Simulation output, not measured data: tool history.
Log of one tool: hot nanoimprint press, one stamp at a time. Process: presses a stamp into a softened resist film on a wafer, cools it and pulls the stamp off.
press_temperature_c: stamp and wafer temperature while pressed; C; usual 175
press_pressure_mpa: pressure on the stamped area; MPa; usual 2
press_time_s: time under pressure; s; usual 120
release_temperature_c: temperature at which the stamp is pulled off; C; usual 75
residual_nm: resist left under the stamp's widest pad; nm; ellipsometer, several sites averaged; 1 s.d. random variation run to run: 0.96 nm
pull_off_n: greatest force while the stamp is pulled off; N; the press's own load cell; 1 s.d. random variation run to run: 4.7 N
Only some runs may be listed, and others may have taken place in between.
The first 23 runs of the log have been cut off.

run	hour	press_temperature_c	press_pressure_mpa	press_time_s	release_temperature_c	residual_nm	pull_off_n
24	1049.9	175	2.6	85	62	175.8	392
# hour 1071.6: stamp cleaned and given a new release coat
25	1107	175	1.8	149	75	170.9	231
26	1146	175	1.8	149	69	171.9	279
27	1198.9	175	1.8	149	69	170.7	285
28	1247.8	175	1.7	149	82	175.5	201
29	1308.7	175	1.7	149	73	175.9	265
30	1348	175	1.7	149	73	173.1	266
31	1389.9	177	2.57	120	75	143.9	256

Forecast each of these 3 alternatives for the next run:
A	1442.4	177	1.44	91	75	?	?
B	1442.4	178	2.57	227	75	?	?
C	1442.4	184	1.28	120	79	?	?

run	residual_nm	pull_off_n
A	205.8	261
B	110.3	271
C	166	231
With the hidden condition removed and each run's random variation left untouched, the same runs would have given:
run	residual_nm	pull_off_n
A	209	227
B	112.2	236
C	168.8	201

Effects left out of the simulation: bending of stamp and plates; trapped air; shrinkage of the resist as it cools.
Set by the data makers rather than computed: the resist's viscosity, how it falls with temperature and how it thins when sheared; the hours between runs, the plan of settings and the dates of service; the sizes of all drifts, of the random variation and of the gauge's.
